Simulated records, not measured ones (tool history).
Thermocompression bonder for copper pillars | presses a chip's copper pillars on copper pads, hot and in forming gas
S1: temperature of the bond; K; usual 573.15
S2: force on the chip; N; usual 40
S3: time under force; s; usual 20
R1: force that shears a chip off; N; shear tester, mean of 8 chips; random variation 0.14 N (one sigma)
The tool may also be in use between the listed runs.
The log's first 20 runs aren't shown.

| run | day | S1 | S2 | S3 | R1 |
|---|---|---|---|---|---|
| 21 | 52.262 | 598.15 | 32 | 57 | 54.4 |
| 22 | 54.221 | 573.15 | 47 | 59 | 56.0 |
| 23 | 57.333 | 576.15 | 40 | 56 | 51.8 |
| 24 | 60.350 | 576.15 | 40 | 56 | 51.8 |
| 25 | 63.579 | 568.15 | 40 | 48 | 46.8 |
|  | 64.438 | force cell calibrated |
|  | 65.858 | forming gas filter changed |
| 26 | 67.638 | 587.15 | 25 | 23 | 31.7 |
| 27 | 69.671 | 573.15 | 30 | 20 | 29.9 |
| 28 | 72.708 | 573.15 | 30 | 21 | 30.6 |
| 29 | 74.567 | 573.15 | 30 | 21 | 30.4 |
|  | 74.996 | heater calibrated with a thermocouple chip |
| 30 | 76.596 | 573.15 | 32 | 50 | 43.5 |
| 31 | 79.475 | 573.15 | 58 | 20 | 44.3 |
| 32 | 81.454 | 573.15 | 58 | 20 | 43.9 |
| 33 | 85.446 | 573.15 | 58 | 20 | 43.7 |
|  | 87.692 | forming gas filter changed |
| 34 | 88.646 | 579.15 | 42 | 13 | 32.6 |
| 35 | 91.446 | 599.15 | 30 | 19 | 36.0 |
| 36 | 94.942 | 599.15 | 34 | 19 | 38.6 |
| 37 | 98.488 | 581.15 | 40 | 33 | 44.6 |
| 38 | 102.550 | 602.15 | 39 | 44 | 54.8 |
| 39 | 105.000 | 573.15 | 41 | 22 | 36.9 |
| 40 | 106.975 | 591.15 | 50 | 27 | 49.9 |

Forecast each of these 3 alternatives for the next run:
|  | 109.475 | forming gas filter changed |
| A | 110.308 | 552.15 | 44 | 10 | ? |
|  | 109.475 | forming gas filter changed |
| B | 110.308 | 591.15 | 24 | 24 | ? |
|  | 109.475 | forming gas filter changed |
| C | 110.308 | 574.15 | 47 | 28 | ? |

| run | R1 |
|---|---|
| A | 23.2 |
| B | 31.8 |
| C | 43.5 |
Without the tool's hidden state the same runs would have given:
| run | R1 |
|---|---|
| A | 24.1 |
| B | 33.1 |
| C | 45.3 |
